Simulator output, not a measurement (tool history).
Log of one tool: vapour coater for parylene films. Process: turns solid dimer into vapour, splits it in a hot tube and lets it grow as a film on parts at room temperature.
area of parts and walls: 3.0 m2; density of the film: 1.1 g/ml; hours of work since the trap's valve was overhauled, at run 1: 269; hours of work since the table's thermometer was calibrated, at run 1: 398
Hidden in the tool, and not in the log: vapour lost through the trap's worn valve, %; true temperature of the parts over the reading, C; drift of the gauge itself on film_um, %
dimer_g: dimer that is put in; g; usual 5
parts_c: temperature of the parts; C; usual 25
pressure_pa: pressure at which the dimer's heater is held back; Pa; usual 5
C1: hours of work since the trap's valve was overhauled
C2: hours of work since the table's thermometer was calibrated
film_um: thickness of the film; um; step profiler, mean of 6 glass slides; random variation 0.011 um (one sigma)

run 1 hour=0 | dimer_g=5 parts_c=25 pressure_pa=5 | C1=269 C2=398 | film_um=0.95
run 2 hour=9.2 | dimer_g=5 parts_c=25 pressure_pa=5 | C1=277 C2=406 | film_um=0.95
run 3 hour=17.7 | dimer_g=5 parts_c=25 pressure_pa=5 | C1=284 C2=413 | film_um=0.94
run 4 hour=33.2 | dimer_g=5 parts_c=25 pressure_pa=5 | C1=297 C2=426 | film_um=0.94
run 5 hour=42.9 | dimer_g=5 parts_c=25 pressure_pa=2.35 | C1=305 C2=434 | film_um=1.01
run 6 hour=56.6 | dimer_g=5 parts_c=25 pressure_pa=2.35 | C1=316 C2=445 | film_um=1.04
run 7 hour=68.8 | dimer_g=5 parts_c=25 pressure_pa=2.35 | C1=327 C2=456 | film_um=1.04
run 8 hour=83.5 | dimer_g=5 parts_c=25 pressure_pa=2.35 | C1=339 C2=468 | film_um=1.03
run 9 hour=96 | dimer_g=5 parts_c=25 pressure_pa=2.35 | C1=349 C2=478 | film_um=1.03
run 10 hour=113.6 | dimer_g=5 parts_c=25 pressure_pa=2.35 | C1=364 C2=493 | film_um=1.03
run 11 hour=123.2 | dimer_g=5 parts_c=25 pressure_pa=2.35 | C1=372 C2=501 | film_um=1.04
run 12 hour=140.8 | dimer_g=5 parts_c=25 pressure_pa=5 | C1=387 C2=516 | film_um=0.96
run 13 hour=151.9 | dimer_g=5 parts_c=25 pressure_pa=5 | C1=396 C2=525 | film_um=0.94
run 14 hour=161.2 | dimer_g=5 parts_c=25 pressure_pa=5 | C1=404 C2=533 | film_um=0.95
run 15 hour=171.6 | dimer_g=2 parts_c=25 pressure_pa=5 | C1=412 C2=541 | film_um=0.37
run 16 hour=179.8 | dimer_g=2 parts_c=25 pressure_pa=5 | C1=419 C2=548 | film_um=0.38
run 17 hour=196.7 | dimer_g=2 parts_c=25 pressure_pa=5 | C1=433 C2=562 | film_um=0.38
run 18 hour=205.7 | dimer_g=2 parts_c=25 pressure_pa=5 | C1=441 C2=570 | film_um=0.37
run 19 hour=223.8 | dimer_g=2 parts_c=25 pressure_pa=5 | C1=456 C2=585 | film_um=0.37
run 20 hour=234 | dimer_g=2 parts_c=25 pressure_pa=5 | C1=464 C2=593 | film_um=0.37
run 21 hour=243.5 | dimer_g=2 parts_c=25 pressure_pa=5 | C1=472 C2=601 | film_um=0.38
run 22 hour=256.9 | dimer_g=5 parts_c=25 pressure_pa=5 | C1=484 C2=613 | film_um=0.95
-- hour=271.9 trap's valve overhauled
run 23 hour=276.9 | dimer_g=3 parts_c=25 pressure_pa=5 | C1=4 C2=626 | film_um=0.57
run 24 hour=288.6 | dimer_g=4 parts_c=27 pressure_pa=6.08 | C1=14 C2=636 | film_um=0.73
run 25 hour=298.1 | dimer_g=4 parts_c=27 pressure_pa=6.08 | C1=22 C2=644 | film_um=0.72
run 26 hour=310.4 | dimer_g=2 parts_c=25 pressure_pa=4.56 | C1=32 C2=654 | film_um=0.38
run 27 hour=318.3 | dimer_g=2 parts_c=24 pressure_pa=4.56 | C1=39 C2=660 | film_um=0.38
run 28 hour=333.1 | dimer_g=2 parts_c=35 pressure_pa=4.56 | C1=51 C2=673 | film_um=0.32
run 29 hour=347.7 | dimer_g=2 parts_c=34 pressure_pa=7.13 | C1=63 C2=685 | film_um=0.29
run 30 hour=360.7 | dimer_g=4 parts_c=28 pressure_pa=2.13 | C1=74 C2=696 | film_um=0.8
run 31 hour=375.2 | dimer_g=3 parts_c=33 pressure_pa=2.13 | C1=86 C2=708 | film_um=0.56
run 32 hour=384.9 | dimer_g=3 parts_c=33 pressure_pa=2.13 | C1=94 C2=716 | film_um=0.55
run 33 hour=394.6 | dimer_g=3 parts_c=33 pressure_pa=8.69 | C1=102 C2=724 | film_um=0.47
run 34 hour=406.3 | dimer_g=3 parts_c=33 pressure_pa=2.79 | C1=112 C2=734 | film_um=0.53
run 35 hour=424.9 | dimer_g=7 parts_c=20 pressure_pa=3.47 | C1=128 C2=749 | film_um=1.51
run 36 hour=442.7 | dimer_g=5 parts_c=34 pressure_pa=6.67 | C1=142 C2=764 | film_um=0.8
run 37 hour=456.3 | dimer_g=5 parts_c=25 pressure_pa=5.01 | C1=154 C2=776 | film_um=0.95
run 38 hour=469.1 | dimer_g=5 parts_c=25 pressure_pa=5.01 | C1=165 C2=786 | film_um=0.94
run 39 hour=486.7 | dimer_g=5 parts_c=37 pressure_pa=4.72 | C1=179 C2=801 | film_um=0.77
run 40 hour=495.7 | dimer_g=5 parts_c=18 pressure_pa=3.18 | C1=187 C2=808 | film_um=1.16
run 41 hour=512.4 | dimer_g=5 parts_c=22 pressure_pa=5.04 | C1=201 C2=822 | film_um=1
run 42 hour=530.1 | dimer_g=6 parts_c=25 pressure_pa=5 | C1=215 C2=837 | film_um=1.14
run 43 hour=538.1 | dimer_g=6 parts_c=25 pressure_pa=3.74 | C1=222 C2=844 | film_um=1.18
run 44 hour=551.1 | dimer_g=7 parts_c=22 pressure_pa=3.74 | C1=233 C2=855 | film_um=1.44
run 45 hour=560.9 | dimer_g=4 parts_c=18 pressure_pa=5 | C1=241 C2=863 | film_um=0.85
run 46 hour=571.5 | dimer_g=3 parts_c=34 pressure_pa=3.05 | C1=250 C2=872 | film_um=0.52

Hidden state at the last listed run before each entry between runs and at the first one after, where it differs:
Between runs 22 and 23: trap's valve overhauled (hour 271.9)
  vapour lost through the trap's worn valve, %: 0.3 -> 0
